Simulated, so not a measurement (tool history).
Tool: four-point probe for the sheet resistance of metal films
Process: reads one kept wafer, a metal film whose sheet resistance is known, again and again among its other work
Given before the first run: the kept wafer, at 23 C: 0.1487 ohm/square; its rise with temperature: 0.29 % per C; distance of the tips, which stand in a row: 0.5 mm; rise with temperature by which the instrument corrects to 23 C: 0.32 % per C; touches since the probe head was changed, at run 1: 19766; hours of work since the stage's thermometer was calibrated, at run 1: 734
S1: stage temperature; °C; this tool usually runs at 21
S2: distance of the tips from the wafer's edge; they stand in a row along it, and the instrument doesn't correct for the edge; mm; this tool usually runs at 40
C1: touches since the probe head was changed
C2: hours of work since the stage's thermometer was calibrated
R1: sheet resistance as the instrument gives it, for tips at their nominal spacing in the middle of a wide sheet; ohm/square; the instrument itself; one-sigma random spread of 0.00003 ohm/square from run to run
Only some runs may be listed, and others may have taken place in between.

run	hour	S1	S2	C1	C2	R1
1	0.0	21	40	19766	734	0.149231
2	46.6	21	40	20580	769	0.149304
3	103.6	21	29	21575	811	0.149242
4	166.3	21	29	22670	857	0.149235
5	232.2	21	29	23822	906	0.149289
6	299.2	21	29	24993	956	0.149294
7	347.6	21	29	25839	992	0.149321
8	420.8	21	40	27117	1046	0.149259
9	467.5	21	40	27933	1081	0.149289
10	501.3	21	40	28524	1106	0.149225
11	577.4	21	40	29853	1163	0.149284
12	638.2	21	40	30915	1208	0.149222
13	670.2	30	40	31475	1231	0.148882
14	710.9	32	40	32186	1262	0.148781
15	778.8	35	7	33372	1312	0.149019
16	839.3	21	9	34430	1357	0.149485
17	899.0	21	48	35471	1401	0.149165
18	960.3	25	66	36543	1447	0.149040
19	993.3	22	9	37120	1471	0.149416
20	1064.0	22	9	38354	1524	0.149424
21	1098.5	22	9	38958	1549	0.149428
22	1144.6	22	9	39763	1583	0.149404
23	1188.3	29	18	40525	1616	0.148935
24	1238.3	22	19	41399	1653	0.149213
25	1313.1	28	5	42707	1708	0.149700

Run 26 comes next. What will it give?
26	1356.4	28	5	43463	1741	?

R1: 0.149688 ohm/square
On a tool with no hidden condition, and with the same random variation, this run would have come out at R1 0.149284 ohm/square.
